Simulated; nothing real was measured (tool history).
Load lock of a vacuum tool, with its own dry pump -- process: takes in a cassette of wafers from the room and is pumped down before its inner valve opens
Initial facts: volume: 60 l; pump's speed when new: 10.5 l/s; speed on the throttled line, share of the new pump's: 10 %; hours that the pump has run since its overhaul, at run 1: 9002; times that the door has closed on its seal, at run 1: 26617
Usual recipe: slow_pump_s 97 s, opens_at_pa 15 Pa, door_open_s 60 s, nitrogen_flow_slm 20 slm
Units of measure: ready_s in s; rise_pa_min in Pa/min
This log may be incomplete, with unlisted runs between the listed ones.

run,hour,slow_pump_s,opens_at_pa,door_open_s,nitrogen_flow_slm,hours that the pump has run since its overhaul,times that the door has closed on its seal,"incoming humidity of the room's air, %",ready_s,rise_pa_min
1,0.0,97,15,60,20,9002,26617,44.4,142.2,0.430
2,235.1,97,15,32,20,9238,27567,45.4,141.3,0.450
3,468.0,97,15,32,20,9470,28507,49.9,141.6,0.478
4,709.9,97,22,60,20,9712,29485,44.3,138.9,0.515
5,853.6,97,22,60,20,9856,30065,44.0,139.9,0.532
6,968.2,97,18,60,20,9971,30528,48.5,140.7,0.542
7,1145.0,69,18,46,20,10147,31242,48.4,116.0,0.565
8,1395.2,69,18,46,20,10398,32253,46.0,116.0,0.581
9,1506.1,97,15,46,20,10509,32701,43.6,142.7,0.576
10,1685.6,52,16,60,20,10688,33426,46.9,102.0,0.619
11,1815.6,52,16,60,20,10818,33951,42.4,102.8,0.618

Here are 3 independent what-if runs from the current tool condition. What would each one return?
A,2038.4,74,16,60,26,11041,34851,49.7,?,?
B,2038.4,103,25,60,23,11041,34851,43.4,?,?
C,2038.4,159,15,60,20,11041,34851,42.6,?,?

run,ready_s,rise_pa_min
A,121.7,0.659
B,144.3,0.663
C,197.5,0.658
Without the tool's unlogged condition, the same runs would have read:
run,ready_s,rise_pa_min
A,117.1,0.017
B,140.3,0.022
C,193.7,0.019
